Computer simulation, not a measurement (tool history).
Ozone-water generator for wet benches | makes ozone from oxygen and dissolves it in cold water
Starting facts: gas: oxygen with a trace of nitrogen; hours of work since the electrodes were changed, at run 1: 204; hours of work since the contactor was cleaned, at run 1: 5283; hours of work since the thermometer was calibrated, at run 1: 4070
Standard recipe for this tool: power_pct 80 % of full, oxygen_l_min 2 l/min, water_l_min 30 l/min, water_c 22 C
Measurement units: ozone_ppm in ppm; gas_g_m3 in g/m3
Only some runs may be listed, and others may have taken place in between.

| run | hour | power_pct | oxygen_l_min | water_l_min | water_c | hours of work since the electrodes were changed | hours of work since the contactor was cleaned | hours of work since the thermometer was calibrated | ozone_ppm | gas_g_m3 |
|---|---|---|---|---|---|---|---|---|---|---|
| 1 | 0 | 80 | 2 | 30 | 22 | 204 | 5283 | 4070 | 9.1 | 195.5 |
| 2 | 30.8 | 58 | 2 | 30 | 22 | 225 | 5304 | 4091 | 6.7 | 147.4 |
| 3 | 66.9 | 58 | 1.22 | 30 | 22 | 249 | 5328 | 4115 | 5.4 | 185.1 |
| 4 | 118.7 | 80 | 2 | 30 | 22 | 284 | 5363 | 4150 | 8.9 | 193.6 |
| 5 | 161.3 | 80 | 2 | 30 | 22 | 313 | 5392 | 4179 | 9.1 | 192.9 |
| 6 | 187.4 | 80 | 2 | 30 | 22 | 331 | 5409 | 4197 | 9.2 | 193.1 |
| 7 | 216.9 | 80 | 2 | 30 | 22 | 351 | 5429 | 4217 | 9.1 | 193.5 |
| 8 | 265.6 | 80 | 2 | 30 | 22 | 384 | 5462 | 4250 | 8.9 | 193.9 |
| 9 | 313.6 | 80 | 2 | 30 | 22 | 416 | 5495 | 4282 | 9.1 | 192.9 |
| 10 | 355.6 | 80 | 2 | 30 | 22 | 444 | 5523 | 4310 | 9 | 192.2 |
| 11 | 397.7 | 80 | 2 | 29 | 22 | 473 | 5552 | 4339 | 9.3 | 191.6 |
| 12 | 449.5 | 80 | 2 | 29 | 22 | 508 | 5586 | 4374 | 9.4 | 192.4 |
| 13 | 499.2 | 80 | 2 | 29 | 22 | 541 | 5620 | 4407 | 9.4 | 189.1 |
| 14 | 542.6 | 80 | 2.23 | 42 | 22 | 571 | 5649 | 4437 | 6.8 | 180.9 |
| 15 | 576.1 | 88 | 1.34 | 42 | 17 | 593 | 5672 | 4459 | 6.1 | 249.5 |
|  | 595.5 | gauge calibrated |
| 16 | 619.8 | 88 | 1.34 | 42 | 17 | 623 | 5701 | 4489 | 6.1 | 254.6 |
| 17 | 670.5 | 80 | 2 | 21 | 29 | 657 | 5736 | 4523 | 11.6 | 192.7 |
| 18 | 695.1 | 80 | 2.38 | 30 | 22 | 674 | 5752 | 4540 | 9.6 | 178.1 |
| 19 | 736.2 | 72 | 1.05 | 30 | 15 | 701 | 5780 | 4567 | 6.3 | 236 |
| 20 | 760.6 | 72 | 1.05 | 30 | 15 | 718 | 5797 | 4584 | 6.7 | 235.7 |

Each row is a separate what-if for the run after 20, all from the same tool condition, not one after another. Results?
| A | 803.2 | 51 | 1.05 | 33 | 15 | 747 | 5825 | 4613 | ? | ? |
| B | 803.2 | 72 | 1.38 | 22 | 15 | 747 | 5825 | 4613 | ? | ? |
| C | 803.2 | 55 | 1.05 | 24 | 15 | 747 | 5825 | 4613 | ? | ? |
| D | 803.2 | 80 | 2 | 29 | 26 | 747 | 5825 | 4613 | ? | ? |

| run | ozone_ppm | gas_g_m3 |
|---|---|---|
| A | 4.3 | 173 |
| B | 9.9 | 207.5 |
| C | 6.4 | 184.7 |
| D | 9.1 | 192.1 |
Without the tool's unlogged condition, the same runs would have read:
| run | ozone_ppm | gas_g_m3 |
|---|---|---|
| A | 4.3 | 174.7 |
| B | 9.9 | 209.6 |
| C | 6.4 | 186.5 |
| D | 9.1 | 194.1 |

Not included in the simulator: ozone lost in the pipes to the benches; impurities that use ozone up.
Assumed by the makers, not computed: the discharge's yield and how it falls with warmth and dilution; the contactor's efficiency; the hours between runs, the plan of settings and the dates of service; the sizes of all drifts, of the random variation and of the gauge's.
